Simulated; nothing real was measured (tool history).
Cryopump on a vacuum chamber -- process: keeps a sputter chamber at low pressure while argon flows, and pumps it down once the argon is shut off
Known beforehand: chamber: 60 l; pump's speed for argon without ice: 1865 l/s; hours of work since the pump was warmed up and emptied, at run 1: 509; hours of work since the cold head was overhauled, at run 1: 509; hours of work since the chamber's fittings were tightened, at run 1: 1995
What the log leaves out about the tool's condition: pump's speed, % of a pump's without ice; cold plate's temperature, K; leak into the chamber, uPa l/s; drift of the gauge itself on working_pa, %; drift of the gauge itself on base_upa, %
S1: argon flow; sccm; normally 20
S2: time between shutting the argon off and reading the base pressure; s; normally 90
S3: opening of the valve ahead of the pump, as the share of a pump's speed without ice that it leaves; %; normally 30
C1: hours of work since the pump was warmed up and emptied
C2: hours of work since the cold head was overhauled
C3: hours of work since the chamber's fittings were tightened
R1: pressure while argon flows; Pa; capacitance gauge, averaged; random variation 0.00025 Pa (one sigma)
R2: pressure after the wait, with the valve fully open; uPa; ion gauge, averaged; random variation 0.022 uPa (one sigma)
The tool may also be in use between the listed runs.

run   hour  S1   S2  S3   C1   C2    C3      R1    R2
  1    0.0  20   90  30  509  509  1995  0.0621  1.79
  2   31.2  20   90  30  526  526  2012  0.0621  1.86
  3   67.9  20   90  30  545  545  2031  0.0626  1.86
  4   90.8  20   90  30  557  557  2043  0.0617  1.85
  5  117.1   9   90  30  570  570  2056  0.0278  1.90
  6  147.2   9   90  30  586  586  2072  0.0279  1.84
  7  170.1  15   90  30  598  598  2084  0.0470  1.87
  8  186.3  20   90  30  607  607  2093  0.0623  1.87
  9  217.7  20   90  30  623  623  2109  0.0625  1.85
 10  234.1  20   90  30  632  632  2118  0.0620  1.89
 11  268.2  20   90  30  649  649  2135  0.0620  1.94
 12  283.4  10   90  30  657  657  2143  0.0314  1.97
 13  302.9  10   90  30  667  667  2153  0.0310  1.93
 14  339.2  20   90  36  686  686  2172  0.0526  1.97
 15  361.1  11   90  30  698  698  2184  0.0343  1.97
 16  379.2   9  155  30  707  707  2193  0.0285  1.79
 17  395.9  20   55  56  716  716  2202  0.0351  2.29
 18  428.4  29   30  17  733  733  2219  0.1589  2.97

Run 19 has not been measured yet. What should we expect?
 19  445.9  29  218  16  742  742  2228   ?   ?

R1: 0.1685 Pa
R2: 1.71 uPa
On a tool with no hidden condition, and with the same random variation, this run would have come out at R1 0.1648 Pa, R2 0.36 uPa.
